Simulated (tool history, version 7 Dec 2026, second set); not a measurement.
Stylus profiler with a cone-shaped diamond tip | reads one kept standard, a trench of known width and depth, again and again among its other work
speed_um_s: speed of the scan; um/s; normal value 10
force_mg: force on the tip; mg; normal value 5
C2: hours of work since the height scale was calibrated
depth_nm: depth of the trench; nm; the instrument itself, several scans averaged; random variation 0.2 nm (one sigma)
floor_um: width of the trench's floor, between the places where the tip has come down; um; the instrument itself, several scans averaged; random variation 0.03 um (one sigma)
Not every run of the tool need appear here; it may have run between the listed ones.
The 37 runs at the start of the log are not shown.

Run 38, hour 1987: usual settings but speed_um_s 6 um/s, force_mg 10.12 mg; scans with this tip 21015; C2 1770. Result: depth_nm 1030.41 nm, floor_um 89.64 um.
Run 39, hour 2057.1: usual settings but speed_um_s 6 um/s, force_mg 4.53 mg; scans with this tip 21453; C2 1807. Result: depth_nm 1019.44 nm, floor_um 89.5 um.
Run 40, hour 2130.8: usual settings but speed_um_s 9 um/s, force_mg 5.74 mg; scans with this tip 21914; C2 1846. Result: depth_nm 1022.11 nm, floor_um 89.47 um.
Run 41, hour 2199.9: usual settings but speed_um_s 24 um/s, force_mg 3.59 mg; scans with this tip 22346; C2 1882. Result: depth_nm 1017.6 nm, floor_um 89.3 um.
Run 42, hour 2248.5: usual settings but speed_um_s 3 um/s, force_mg 5.51 mg; scans with this tip 22650; C2 1908. Result: depth_nm 1021.68 nm, floor_um 89.37 um.
Run 43, hour 2300.8: usual settings but speed_um_s 3 um/s, force_mg 5.51 mg; scans with this tip 22977; C2 1936. Result: depth_nm 1021.92 nm, floor_um 89.25 um.
At hour 2337.5: height scale calibrated on a step standard.
Run 44, hour 2376: usual settings but speed_um_s 3 um/s, force_mg 5.51 mg; scans with this tip 23444; C2 20. Result: depth_nm 1017.66 nm, floor_um 89.26 um.
Run 45, hour 2413.4: usual settings but speed_um_s 20 um/s, force_mg 6.69 mg; scans with this tip 23678; C2 40. Result: depth_nm 1019.86 nm, floor_um 89.17 um.

Below are 5 alternative next runs, each starting from the tool's condition after run 45. Predict each:
Run A, hour 2470.4: usual settings but speed_um_s 37 um/s, force_mg 6.69 mg; scans with this tip 24034; C2 70. Result: depth_nm ?, floor_um ?.
Run B, hour 2470.4: usual settings but speed_um_s 19 um/s, force_mg 2.51 mg; scans with this tip 24034; C2 70. Result: depth_nm ?, floor_um ?.
Run C, hour 2470.4: usual settings but speed_um_s 2 um/s, force_mg 4.16 mg; scans with this tip 24034; C2 70. Result: depth_nm ?, floor_um ?.
Run D, hour 2470.4: usual settings but speed_um_s 34 um/s, force_mg 14.13 mg; scans with this tip 24034; C2 70. Result: depth_nm ?, floor_um ?.
Run E, hour 2470.4: usual settings but speed_um_s 2 um/s; scans with this tip 24034; C2 70. Result: depth_nm ?, floor_um ?.

run  depth_nm  floor_um
  A   1020.44     88.98
  B   1010.79     89.09
  C   1014.52     89.14
  D   1033.17     89.08
  E    1016.6     89.19
Had the tool no hidden state, the same runs would have come out as:
run  depth_nm  floor_um
  A   1020.19      93.8
  B   1010.54      93.9
  C   1014.27     93.96
  D   1032.92     93.89
  E   1016.35        94

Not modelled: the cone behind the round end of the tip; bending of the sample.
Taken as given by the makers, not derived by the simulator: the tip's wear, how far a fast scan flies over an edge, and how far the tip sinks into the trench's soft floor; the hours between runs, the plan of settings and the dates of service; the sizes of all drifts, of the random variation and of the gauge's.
